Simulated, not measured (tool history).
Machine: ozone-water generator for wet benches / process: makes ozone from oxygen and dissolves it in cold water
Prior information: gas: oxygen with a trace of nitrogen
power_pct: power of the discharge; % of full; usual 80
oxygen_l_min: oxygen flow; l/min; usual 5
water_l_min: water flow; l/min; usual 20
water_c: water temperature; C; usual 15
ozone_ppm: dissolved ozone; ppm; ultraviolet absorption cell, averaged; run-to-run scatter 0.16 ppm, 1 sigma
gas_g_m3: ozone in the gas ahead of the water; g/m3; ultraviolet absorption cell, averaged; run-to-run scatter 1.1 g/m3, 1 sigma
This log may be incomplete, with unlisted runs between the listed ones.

{"run": 1, "hour": 0.0, "power_pct": 80, "oxygen_l_min": 5, "water_l_min": 20, "water_c": 15, "ozone_ppm": 20.2, "gas_g_m3": 193}
{"hour": 64.2, "done": "contactor cleaned"}
{"run": 2, "hour": 89.6, "power_pct": 80, "oxygen_l_min": 5, "water_l_min": 20, "water_c": 15, "ozone_ppm": 20.1, "gas_g_m3": 189.8}
{"run": 3, "hour": 171.7, "power_pct": 80, "oxygen_l_min": 5, "water_l_min": 20, "water_c": 15, "ozone_ppm": 19.8, "gas_g_m3": 192.5}
{"run": 4, "hour": 331.1, "power_pct": 80, "oxygen_l_min": 5, "water_l_min": 20, "water_c": 13, "ozone_ppm": 20.3, "gas_g_m3": 192.6}
{"run": 5, "hour": 438.0, "power_pct": 80, "oxygen_l_min": 5, "water_l_min": 20, "water_c": 13, "ozone_ppm": 20.5, "gas_g_m3": 192.3}
{"run": 6, "hour": 541.2, "power_pct": 80, "oxygen_l_min": 5, "water_l_min": 20, "water_c": 13, "ozone_ppm": 20.7, "gas_g_m3": 191.5}
{"run": 7, "hour": 698.8, "power_pct": 80, "oxygen_l_min": 5, "water_l_min": 31, "water_c": 15, "ozone_ppm": 13.7, "gas_g_m3": 193}
{"run": 8, "hour": 808.3, "power_pct": 84, "oxygen_l_min": 5, "water_l_min": 20, "water_c": 15, "ozone_ppm": 20.5, "gas_g_m3": 197.8}
{"run": 9, "hour": 963.5, "power_pct": 80, "oxygen_l_min": 5, "water_l_min": 20, "water_c": 15, "ozone_ppm": 20.1, "gas_g_m3": 192.7}
{"run": 10, "hour": 1110.6, "power_pct": 80, "oxygen_l_min": 5, "water_l_min": 20, "water_c": 15, "ozone_ppm": 20, "gas_g_m3": 194.1}
{"run": 11, "hour": 1224.2, "power_pct": 80, "oxygen_l_min": 5.19, "water_l_min": 20, "water_c": 15, "ozone_ppm": 19.9, "gas_g_m3": 191.3}
{"run": 12, "hour": 1354.0, "power_pct": 80, "oxygen_l_min": 5.19, "water_l_min": 20, "water_c": 15, "ozone_ppm": 19.9, "gas_g_m3": 188.8}
{"run": 13, "hour": 1477.9, "power_pct": 80, "oxygen_l_min": 5.15, "water_l_min": 31, "water_c": 18, "ozone_ppm": 13.3, "gas_g_m3": 190.9}
{"run": 14, "hour": 1661.5, "power_pct": 61, "oxygen_l_min": 5.15, "water_l_min": 31, "water_c": 12, "ozone_ppm": 11.8, "gas_g_m3": 161.4}
{"run": 15, "hour": 1751.5, "power_pct": 60, "oxygen_l_min": 5, "water_l_min": 20, "water_c": 13, "ozone_ppm": 16.9, "gas_g_m3": 159.8}
{"run": 16, "hour": 1833.9, "power_pct": 60, "oxygen_l_min": 5, "water_l_min": 20, "water_c": 13, "ozone_ppm": 16.7, "gas_g_m3": 160.2}
{"run": 17, "hour": 1937.3, "power_pct": 63, "oxygen_l_min": 6.83, "water_l_min": 20, "water_c": 17, "ozone_ppm": 16, "gas_g_m3": 137.7}
{"run": 18, "hour": 2045.0, "power_pct": 99, "oxygen_l_min": 5, "water_l_min": 29, "water_c": 15, "ozone_ppm": 16.7, "gas_g_m3": 222.7}
{"hour": 2168.8, "done": "water thermometer calibrated"}
{"run": 19, "hour": 2191.1, "power_pct": 45, "oxygen_l_min": 4.05, "water_l_min": 20, "water_c": 10, "ozone_ppm": 14.5, "gas_g_m3": 151}
{"run": 20, "hour": 2312.0, "power_pct": 80, "oxygen_l_min": 3.34, "water_l_min": 30, "water_c": 9, "ozone_ppm": 13.9, "gas_g_m3": 248.6}
{"run": 21, "hour": 2471.8, "power_pct": 80, "oxygen_l_min": 2.6, "water_l_min": 30, "water_c": 9, "ozone_ppm": 13.2, "gas_g_m3": 290.1}
{"run": 22, "hour": 2653.3, "power_pct": 60, "oxygen_l_min": 2.5, "water_l_min": 15, "water_c": 10, "ozone_ppm": 21.9, "gas_g_m3": 243.1}
{"run": 23, "hour": 2843.3, "power_pct": 60, "oxygen_l_min": 2.5, "water_l_min": 15, "water_c": 9, "ozone_ppm": 21.7, "gas_g_m3": 245}
{"run": 24, "hour": 3013.7, "power_pct": 60, "oxygen_l_min": 2.5, "water_l_min": 15, "water_c": 9, "ozone_ppm": 21.7, "gas_g_m3": 246.1}

5 options for the next run, each taken on its own from the tool as it stands now. Forecast them:
{"run": "A", "hour": 3161.9, "power_pct": 60, "oxygen_l_min": 3.76, "water_l_min": 15, "water_c": 17, "ozone_ppm": "?", "gas_g_m3": "?"}
{"run": "B", "hour": 3161.9, "power_pct": 87, "oxygen_l_min": 5, "water_l_min": 24, "water_c": 15, "ozone_ppm": "?", "gas_g_m3": "?"}
{"run": "C", "hour": 3161.9, "power_pct": 80, "oxygen_l_min": 5, "water_l_min": 27, "water_c": 8, "ozone_ppm": "?", "gas_g_m3": "?"}
{"run": "D", "hour": 3161.9, "power_pct": 60, "oxygen_l_min": 8.36, "water_l_min": 24, "water_c": 9, "ozone_ppm": "?", "gas_g_m3": "?"}
{"run": "E", "hour": 3161.9, "power_pct": 87, "oxygen_l_min": 5, "water_l_min": 20, "water_c": 15, "ozone_ppm": "?", "gas_g_m3": "?"}

run=A ozone_ppm=20.4 gas_g_m3=192.8
run=B ozone_ppm=18.2 gas_g_m3=206.5
run=C ozone_ppm=16.5 gas_g_m3=195.1
run=D ozone_ppm=15.4 gas_g_m3=119.5
run=E ozone_ppm=21 gas_g_m3=207.1
Take away the tool's hidden state, keep each run's random variation, and the runs would have read:
run=A ozone_ppm=20.5 gas_g_m3=188.6
run=B ozone_ppm=18.2 gas_g_m3=202.1
run=C ozone_ppm=16.5 gas_g_m3=190.9
run=D ozone_ppm=15.4 gas_g_m3=117
run=E ozone_ppm=21.1 gas_g_m3=202.8
